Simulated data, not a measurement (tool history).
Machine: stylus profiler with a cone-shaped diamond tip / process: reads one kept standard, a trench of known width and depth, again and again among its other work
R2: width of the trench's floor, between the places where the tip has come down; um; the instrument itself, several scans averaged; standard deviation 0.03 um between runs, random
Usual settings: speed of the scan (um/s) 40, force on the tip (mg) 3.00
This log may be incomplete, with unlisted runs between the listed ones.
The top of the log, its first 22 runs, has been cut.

Run 23, hour 1237.6: usual settings but speed of the scan (um/s) 119, force on the tip (mg) 8.16. Result: depth of the trench (nm) 202.73, R2 17.74 um.
Run 24, hour 1280.5: usual settings but speed of the scan (um/s) 119, force on the tip (mg) 8.16. Result: depth of the trench (nm) 202.82, R2 17.79 um.
Run 25, hour 1331.0: usual settings but speed of the scan (um/s) 119, force on the tip (mg) 8.16. Result: depth of the trench (nm) 202.60, R2 17.80 um.
Run 26, hour 1364.4: usual settings but speed of the scan (um/s) 152, force on the tip (mg) 4.75. Result: depth of the trench (nm) 201.96, R2 17.57 um.
Run 27, hour 1397.5: usual settings but speed of the scan (um/s) 31, force on the tip (mg) 1.54. Result: depth of the trench (nm) 201.11, R2 17.88 um.
Run 28, hour 1479.3: usual settings but speed of the scan (um/s) 44, force on the tip (mg) 3.88. Result: depth of the trench (nm) 201.74, R2 17.90 um.
Run 29, hour 1521.6: usual settings but speed of the scan (um/s) 150, force on the tip (mg) 1.61. Result: depth of the trench (nm) 200.90, R2 17.32 um.
Run 30, hour 1568.6: usual settings but speed of the scan (um/s) 96, force on the tip (mg) 2.40. Result: depth of the trench (nm) 201.22, R2 17.67 um.
Run 31, hour 1625.6: usual settings but speed of the scan (um/s) 96, force on the tip (mg) 4.46. Result: depth of the trench (nm) 201.83, R2 17.81 um.

The next listed run, before its measurement:
Run 32, hour 1689.6: usual settings but speed of the scan (um/s) 96, force on the tip (mg) 4.46. Result: depth of the trench (nm) ?, R2 ?.

{"run 32": {"depth of the trench (nm)": 201.87, "R2": 17.76}}
On a tool with no hidden condition, and with the same random variation, this run would have come out at depth of the trench (nm) 201.86, R2 17.77 um.
